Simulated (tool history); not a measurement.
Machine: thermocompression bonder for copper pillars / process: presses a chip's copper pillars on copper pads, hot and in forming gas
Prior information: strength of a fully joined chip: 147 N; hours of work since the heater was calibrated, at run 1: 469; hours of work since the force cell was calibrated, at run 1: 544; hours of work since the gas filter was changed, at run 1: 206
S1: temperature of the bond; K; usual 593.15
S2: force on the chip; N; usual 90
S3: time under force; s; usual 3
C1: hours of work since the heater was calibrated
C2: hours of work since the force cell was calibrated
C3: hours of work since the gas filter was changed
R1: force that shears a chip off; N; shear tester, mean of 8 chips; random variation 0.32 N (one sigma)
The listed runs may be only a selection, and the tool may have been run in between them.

run 1 hour=0.0 | S1=593.15 S2=90 S3=3 | C1=469 C2=544 C3=206 | R1=105.7
run 2 hour=28.5 | S1=593.15 S2=90 S3=3 | C1=489 C2=565 C3=226 | R1=105.1
-- hour=43.9 forming gas filter changed
run 3 hour=56.9 | S1=593.15 S2=90 S3=3 | C1=509 C2=584 C3=9 | R1=111.8
run 4 hour=75.3 | S1=593.15 S2=90 S3=3 | C1=521 C2=597 C3=22 | R1=112.3
run 5 hour=115.4 | S1=593.15 S2=90 S3=3 | C1=550 C2=625 C3=50 | R1=111.2
run 6 hour=147.0 | S1=593.15 S2=90 S3=3 | C1=572 C2=648 C3=73 | R1=111.0
run 7 hour=166.9 | S1=593.15 S2=90 S3=3 | C1=586 C2=662 C3=87 | R1=110.8
run 8 hour=191.7 | S1=593.15 S2=90 S3=3 | C1=603 C2=679 C3=104 | R1=110.1
run 9 hour=210.8 | S1=593.15 S2=90 S3=3 | C1=617 C2=692 C3=117 | R1=109.5
run 10 hour=234.4 | S1=593.15 S2=90 S3=5 | C1=633 C2=709 C3=134 | R1=120.0
run 11 hour=260.5 | S1=593.15 S2=90 S3=3 | C1=652 C2=727 C3=152 | R1=109.0
run 12 hour=291.3 | S1=593.15 S2=90 S3=3 | C1=673 C2=749 C3=174 | R1=108.2
run 13 hour=327.1 | S1=604.15 S2=105 S3=6 | C1=699 C2=774 C3=199 | R1=129.7
run 14 hour=350.4 | S1=613.15 S2=90 S3=3 | C1=715 C2=791 C3=216 | R1=119.4
run 15 hour=372.2 | S1=570.15 S2=90 S3=4 | C1=730 C2=806 C3=231 | R1=97.3
-- hour=381.5 forming gas filter changed
run 16 hour=398.4 | S1=570.15 S2=90 S3=4 | C1=749 C2=824 C3=12 | R1=103.7
run 17 hour=421.5 | S1=593.15 S2=90 S3=2 | C1=765 C2=840 C3=28 | R1=103.0
run 18 hour=449.4 | S1=595.15 S2=96 S3=5 | C1=784 C2=860 C3=48 | R1=127.1
run 19 hour=478.8 | S1=579.15 S2=96 S3=7 | C1=805 C2=881 C3=68 | R1=123.8
run 20 hour=506.5 | S1=588.15 S2=105 S3=3 | C1=825 C2=900 C3=88 | R1=113.9
run 21 hour=530.3 | S1=593.15 S2=133 S3=6 | C1=841 C2=917 C3=105 | R1=134.4
run 22 hour=557.8 | S1=585.15 S2=126 S3=6 | C1=861 C2=936 C3=124 | R1=129.9
-- hour=581.8 force cell calibrated
run 23 hour=589.4 | S1=588.15 S2=90 S3=3 | C1=882 C2=5 C3=145 | R1=104.9

Entry by entry between the runs, the difference in hidden state between the last listed run before and the first listed run after:
In the gap between runs 2 and 3: forming gas filter changed (hour 43.9)
  true temperature of the bond over the reading, C: 4.4 -> 4.5; force that reaches the chip, % of what is set: 103.8 -> 103.9; oxide that the forming gas leaves, % of the face: 6.97 -> 0.87
  measured value less the no-hidden-state value, R1: -2.7 -> +4.4 N
In the gap between runs 15 and 16: forming gas filter changed (hour 381.5)
  true temperature of the bond over the reading, C: 6.2 -> 6.3; force that reaches the chip, % of what is set: 105 -> 105.1; oxide that the forming gas leaves, % of the face: 7.06 -> 0.89
  measured value less the no-hidden-state value, R1: +0.3 -> +6.9 N
In the gap between runs 22 and 23: force cell calibrated (hour 581.8)
  true temperature of the bond over the reading, C: 7.1 -> 7.3; force that reaches the chip, % of what is set: 105.7 -> 100.2; oxide that the forming gas leaves, % of the face: 3.93 -> 4.49
  measured value less the no-hidden-state value, R1: +0.3 -> +1.3 N
